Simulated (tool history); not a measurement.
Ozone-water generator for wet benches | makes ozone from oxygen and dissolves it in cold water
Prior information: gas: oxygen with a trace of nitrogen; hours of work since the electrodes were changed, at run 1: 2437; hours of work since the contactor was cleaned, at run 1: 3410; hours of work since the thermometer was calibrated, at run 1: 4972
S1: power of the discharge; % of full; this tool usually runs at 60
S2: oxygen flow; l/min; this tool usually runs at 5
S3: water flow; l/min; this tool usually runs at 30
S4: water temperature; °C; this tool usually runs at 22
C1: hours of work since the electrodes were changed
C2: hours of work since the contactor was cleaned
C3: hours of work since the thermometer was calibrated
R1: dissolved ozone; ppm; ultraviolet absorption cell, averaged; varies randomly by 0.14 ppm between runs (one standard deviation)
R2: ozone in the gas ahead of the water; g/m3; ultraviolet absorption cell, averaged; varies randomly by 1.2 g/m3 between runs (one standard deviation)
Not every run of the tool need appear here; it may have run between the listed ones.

run    hour  S1    S2  S3  S4    C1    C2    C3    R1     R2
  1       0  60     5  30  22  2437  3410  4972  16.5  211.8
  2    97.9  60     5  30  22  2497  3469  5031  16.5  212.2
      114.5  -- water thermometer calibrated
  3   179.6  60     5  30  22  2546  3518    39  16.8  210.3
  4   323.7  60     5  30  22  2633  3605   127  16.6  210.8
  5   423.7  60     5  30  18  2693  3666   187  17.7    210
  6   490.6  60     5  30  22  2734  3706   227  16.3  208.6
  7   649.7  60     5  30  22  2830  3802   324  16.7  209.9
  8   766.8  60     5  30  22  2901  3873   394  16.7  209.7
  9   884.3  60     5  30  22  2972  3944   465  16.5  210.4
 10   980.4  60     5  30  22  3030  4002   524  16.5    209
 11    1071  60     5  30  22  3085  4057   578  16.6  211.6
 12    1231  60     5  30  22  3181  4154   675  16.7  208.5
 13  1331.8  60     5  30  22  3242  4215   736  16.5  210.9
 14  1421.5  60     5  25  22  3296  4269   790  19.4  211.3
 15  1535.6  60     5  25  22  3365  4338   859  19.5  209.6
 16  1654.4  90     5  30  22  3437  4410   931  21.6  274.4
 17    1798  90     5  30  22  3524  4496  1018  21.5  275.4
 18  1869.6  64     5  35  22  3567  4540  1061  15.1    218
 19  1986.2  72  6.13  20  15  3638  4610  1132  28.7  205.6
 20  2148.7  72  4.39  19  15  3736  4708  1230    31  256.4
 21  2285.7  85  7.83  24  16  3819  4791  1313  26.5  197.5

Run 22, settings as shown, results not yet in. Your forecast:
 22  2412.2  60  2.79  24  28  3896  4868  1389   ?   ?

Run 22 gave R1 19.1 ppm, R2 306.9 g/m3.
Take away the tool's hidden state, keep the run-to-run variation as it was, and the same run would have given R1 19.1 ppm, R2 307.2 g/m3.
